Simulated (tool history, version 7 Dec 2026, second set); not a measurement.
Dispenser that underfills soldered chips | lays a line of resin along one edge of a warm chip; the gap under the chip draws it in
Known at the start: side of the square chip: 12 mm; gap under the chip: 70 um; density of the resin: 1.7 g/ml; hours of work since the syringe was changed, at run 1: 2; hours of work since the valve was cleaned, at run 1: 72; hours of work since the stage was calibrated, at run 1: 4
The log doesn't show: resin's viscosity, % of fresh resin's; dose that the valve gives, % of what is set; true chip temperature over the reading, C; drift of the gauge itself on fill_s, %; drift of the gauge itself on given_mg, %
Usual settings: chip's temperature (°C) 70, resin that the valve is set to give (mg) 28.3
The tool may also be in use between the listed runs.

run	hour	chip's temperature (°C)	resin that the valve is set to give (mg)	hours of work since the syringe was changed	hours of work since the valve was cleaned	hours of work since the stage was calibrated	time until the resin shows at the far edge (s)	resin that the valve gave (mg)
1	0.0	70	28.3	2	72	4	136.9	26.66
2	3.5	70	28.3	4	74	7	169.0	26.58
# hour 6.6: new syringe of resin
3	9.9	70	28.3	2	78	10	135.8	26.51
4	15.5	70	28.3	6	81	14	190.8	26.32
# hour 16.3: new syringe of resin
5	20.8	70	28.3	3	84	17	147.8	26.24
# hour 26.3: new syringe of resin
6	26.3	85	28.3	0	88	20	70.7	26.22
# hour 33.0: dispensing valve cleaned and set on the balance
7	33.0	58	29.9	4	0	24	244.4	29.64
# hour 37.3: new syringe of resin
8	38.7	58	29.9	1	3	27	185.6	29.94
9	43.8	58	29.9	4	7	30	246.6	29.75
# hour 47.4: new syringe of resin
10	50.4	61	31.4	2	10	34	187.0	31.26
11	53.2	70	30.2	4	12	36	156.7	29.66
12	56.5	70	30.2	6	14	38	188.1	29.98

5 ways to go on from here, each from the tool as it stands after run 12. What would each give?
# hour 57.3: new syringe of resin
A	61.8	70	32.6	3	17	41	?	?
# hour 57.3: new syringe of resin
B	61.8	69	34.0	3	17	41	?	?
# hour 57.3: new syringe of resin
C	61.8	80	35.3	3	17	41	?	?
# hour 57.3: new syringe of resin
D	61.8	72	28.3	3	17	41	?	?
# hour 57.3: new syringe of resin
E	61.8	70	34.7	3	17	41	?	?

run	time until the resin shows at the far edge (s)	resin that the valve gave (mg)
A	145.6	32.36
B	151.3	33.58
C	104.0	34.72
D	133.5	27.76
E	144.9	34.22
Without the tool's hidden state the same runs would have given:
run	time until the resin shows at the far edge (s)	resin that the valve gave (mg)
A	114.0	32.83
B	118.6	34.07
C	81.3	35.22
D	104.4	28.16
E	113.4	34.72
